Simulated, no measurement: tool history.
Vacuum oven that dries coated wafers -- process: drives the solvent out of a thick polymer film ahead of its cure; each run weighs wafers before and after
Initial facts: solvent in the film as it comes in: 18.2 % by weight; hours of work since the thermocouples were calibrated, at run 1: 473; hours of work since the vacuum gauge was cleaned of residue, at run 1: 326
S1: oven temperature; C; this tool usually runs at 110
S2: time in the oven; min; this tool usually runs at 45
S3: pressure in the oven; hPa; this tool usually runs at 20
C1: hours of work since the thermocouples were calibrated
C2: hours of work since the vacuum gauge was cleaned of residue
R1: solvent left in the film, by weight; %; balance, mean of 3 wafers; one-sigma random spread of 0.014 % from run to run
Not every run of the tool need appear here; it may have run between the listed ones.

run,hour,S1,S2,S3,C1,C2,R1
1,0,110,45,20,473,326,1.85
2,59.3,110,45,20,512,365,1.82
3,100.3,110,45,20,540,393,1.85
4,144.1,110,45,20,569,422,1.81
5,199.9,110,45,20,606,459,1.84
6,259.6,110,45,20,645,498,1.83
7,317.8,110,45,20,684,537,1.85
8,368.7,110,45,20,718,571,1.82
9,423.7,110,45,20,754,607,1.82
10,473.1,110,45,25.4,787,640,2.1
11,499.2,110,45,20,804,657,1.82
12,545.7,110,45,20,835,688,1.83
13,596.9,110,61,20,869,722,1.29
14,651.2,110,54,20,905,758,1.47
# hour 667.1: oven's thermocouples calibrated
15,703.5,110,54,20,24,791,1.49
16,744,110,39,20,51,818,2.22
17,772.3,110,39,20,70,837,2.22
18,829.2,110,39,20,108,875,2.2
19,875.5,110,39,20,138,905,2.21
20,914.2,101,45,16.7,164,931,3.29
21,973.8,101,45,16.7,203,971,3.27
22,1002.1,101,45,16.7,222,989,3.31
23,1041.6,106,62,48.9,248,1016,3.24
24,1103.7,106,62,48.9,290,1057,3.24
# hour 1113.4: vacuum gauge cleaned of residue and calibrated
25,1157,114,23,20,324,29,3.44
26,1205.5,111,23,11.8,356,61,3.77
27,1243.8,108,23,11.8,381,86,4.45
28,1293.4,122,79,46.2,414,119,1.54
29,1331.3,105,77,39.4,439,144,2.58
30,1377,105,77,39.4,470,175,2.54
31,1409.5,112,34,20,491,196,2.32
32,1441,103,35,35.5,512,217,4.86

Predict each of these 5 candidate next runs independently; none follows another, all start after run 32:
A,1476.3,103,47,53.8,536,241,?
B,1476.3,103,46,57.8,536,241,?
C,1476.3,103,35,34.8,536,241,?
D,1476.3,99,52,45.2,536,241,?
E,1476.3,115,64,35.5,536,241,?

run,R1
A,4.81
B,5.07
C,4.81
D,4.95
E,1.55
Take away the tool's hidden state, keep each run's random variation, and the runs would have read:
run,R1
A,4.81
B,5.07
C,4.81
D,4.95
E,1.55
